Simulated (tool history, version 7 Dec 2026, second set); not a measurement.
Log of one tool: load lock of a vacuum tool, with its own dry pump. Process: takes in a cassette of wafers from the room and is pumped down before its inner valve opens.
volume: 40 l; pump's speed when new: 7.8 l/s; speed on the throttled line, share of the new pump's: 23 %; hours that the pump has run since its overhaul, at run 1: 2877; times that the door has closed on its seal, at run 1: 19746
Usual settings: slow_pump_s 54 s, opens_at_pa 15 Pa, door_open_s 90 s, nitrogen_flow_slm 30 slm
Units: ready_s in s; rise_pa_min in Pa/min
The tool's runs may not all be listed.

run	day	slow_pump_s	opens_at_pa	door_open_s	nitrogen_flow_slm	hours that the pump has run since its overhaul	times that the door has closed on its seal	incoming humidity of the room's air, %	ready_s	rise_pa_min
1	0.000	54	15	90	30	2877	19746	43.5	88.4	0.124
2	6.712	54	15	90	30	3038	20268	42.9	89.4	0.126
3	13.546	54	15	90	30	3202	20800	45.1	89.0	0.128
4	20.517	54	15	90	30	3369	21342	42.6	88.4	0.136
5	24.004	54	15	90	30	3453	21613	45.2	88.4	0.138
6	31.779	54	15	27	30	3639	22218	42.2	88.4	0.123
7	36.846	54	15	27	30	3761	22612	46.4	88.9	0.122
8	42.096	54	15	90	6	3887	23021	43.4	87.8	0.187
9	46.567	83	15	90	6	3994	23369	46.2	110.4	0.189
10	51.388	83	15	90	6	4110	23744	43.6	109.7	0.190
11	55.700	75	11	90	43	4214	24079	43.3	105.7	0.147
12	62.412	75	11	90	43	4375	24602	47.8	106.8	0.153
13	66.625	68	15	90	30	4476	24929	44.3	99.4	0.168
14	73.529	71	13	93	14	4641	25467	43.8	102.2	0.187
15	79.175	71	13	93	14	4777	25906	41.6	102.4	0.189
16	85.579	69	13	93	25	4931	26404	47.6	101.9	0.179
17	91.329	71	15	35	30	5069	26852	43.7	101.9	0.157

Forecast each of these 5 alternatives for the next run:
A	95.333	71	15	78	30	5165	27163	44.2	?	?
B	95.333	65	15	35	30	5165	27163	43.5	?	?
C	95.333	97	15	65	11	5165	27163	45.9	?	?
D	95.333	54	13	90	30	5165	27163	45.3	?	?
E	95.333	54	19	90	30	5165	27163	47.3	?	?

run	ready_s	rise_pa_min
A	102.3	0.172
B	97.5	0.164
C	121.3	0.194
D	90.0	0.187
E	86.7	0.178
Without the tool's hidden state the same runs would have given:
run	ready_s	rise_pa_min
A	100.2	0.032
B	95.4	0.023
C	119.7	0.052
D	87.6	0.044
E	84.4	0.038
